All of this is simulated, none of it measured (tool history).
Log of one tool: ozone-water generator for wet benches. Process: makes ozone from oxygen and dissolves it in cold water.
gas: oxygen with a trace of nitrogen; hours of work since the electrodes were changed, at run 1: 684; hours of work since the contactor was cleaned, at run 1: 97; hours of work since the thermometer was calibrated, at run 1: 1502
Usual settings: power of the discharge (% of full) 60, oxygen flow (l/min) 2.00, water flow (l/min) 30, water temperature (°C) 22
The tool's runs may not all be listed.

run	day	power of the discharge (% of full)	oxygen flow (l/min)	water flow (l/min)	water temperature (°C)	hours of work since the electrodes were changed	hours of work since the contactor was cleaned	hours of work since the thermometer was calibrated	dissolved ozone (ppm)	ozone in the gas ahead of the water (g/m3)
1	0.000	60	2.00	30	22	684	97	1502	7.5	230.2
2	1.292	60	2.00	30	22	711	124	1529	7.4	228.7
3	2.438	60	2.00	30	22	734	148	1553	7.4	231.7
4	3.471	60	2.00	30	22	756	169	1574	7.4	228.5
5	4.088	60	1.98	30	22	769	182	1587	7.5	230.8
6	4.796	60	1.98	27	22	783	197	1601	8.4	231.6
7	5.521	60	2.00	30	22	798	212	1617	7.4	230.3
8	6.608	60	2.00	30	22	821	234	1639	7.7	227.6
9	7.421	60	2.00	30	22	838	251	1656	7.5	230.1
10	8.742	60	2.00	30	22	865	279	1683	7.5	228.9
11	9.496	60	2.00	30	22	881	294	1699	7.5	228.0
12	10.292	60	2.00	30	22	897	311	1715	7.3	229.5
13	10.908	60	2.00	30	22	910	324	1728	7.3	229.2
14	12.125	60	2.00	22	22	935	349	1753	10.4	227.5
15	12.838	60	2.00	22	22	950	364	1768	10.5	227.0
16	14.196	60	2.00	22	22	978	392	1796	10.4	230.8
17	14.762	60	2.00	22	22	990	403	1808	10.6	231.1
18	15.938	43	2.89	26	25	1014	428	1832	6.6	136.6
19	16.738	60	1.30	29	21	1031	444	1849	7.4	305.2
20	17.954	60	2.00	38	22	1056	470	1874	5.7	227.7
21	19.262	60	2.00	38	22	1083	497	1901	5.7	229.0
22	20.471	60	2.07	30	20	1108	522	1926	7.6	223.2
23	21.221	60	2.00	31	17	1124	537	1942	7.5	227.2
24	21.871	57	2.33	39	21	1137	551	1955	5.2	197.0
25	22.462	57	2.33	39	21	1149	563	1968	5.3	196.3
26	23.492	86	2.00	33	22	1171	584	1989	8.8	296.8
27	24.758	70	2.00	47	23	1197	611	2015	4.9	254.6
28	26.042	70	2.00	47	23	1224	637	2042	4.9	257.2
29	27.075	70	2.00	30	19	1245	659	2063	8.5	255.5
30	28.238	70	2.00	43	19	1269	683	2087	5.5	253.2
31	29.162	66	2.00	20	18	1288	702	2106	12.7	245.1
32	30.412	62	1.47	30	20	1314	728	2132	7.1	287.7
33	31.775	62	1.32	25	20	1342	756	2161	8.7	308.8
34	33.075	61	1.32	22	30	1369	783	2188	9.7	304.8

Hidden state or all else? Some run-to-run changes of ozone in the gas ahead of the water (g/m3), split into what the settings, what came in and random variation would give without the hidden state, and what is left for the hidden state (with any gauge scatter that isn't in both results):
The hidden state here: yield of the discharge, % of new electrodes'; contactor's efficiency, % of a clean one's; true water temperature over the reading, C; drift of the gauge itself on ozone_ppm, %; drift of the gauge itself on gas_g_m3, %.
Run 17 -> 18: power of the discharge (% of full) 60 -> 43, oxygen flow (l/min) 2.00 -> 2.89, water flow (l/min) 22 -> 26, water temperature (°C) 22 -> 25. ozone in the gas ahead of the water (g/m3) -94.5: hidden state +1.7, all else -96.2.
Run 18 -> 19: power of the discharge (% of full) 43 -> 60, oxygen flow (l/min) 2.89 -> 1.30, water flow (l/min) 26 -> 29, water temperature (°C) 25 -> 21. ozone in the gas ahead of the water (g/m3) +168.6: hidden state -2.9, all else +171.5.
Run 25 -> 26: power of the discharge (% of full) 57 -> 86, oxygen flow (l/min) 2.33 -> 2.00, water flow (l/min) 39 -> 33, water temperature (°C) 21 -> 22. ozone in the gas ahead of the water (g/m3) +100.5: hidden state -3.5, all else +104.0.
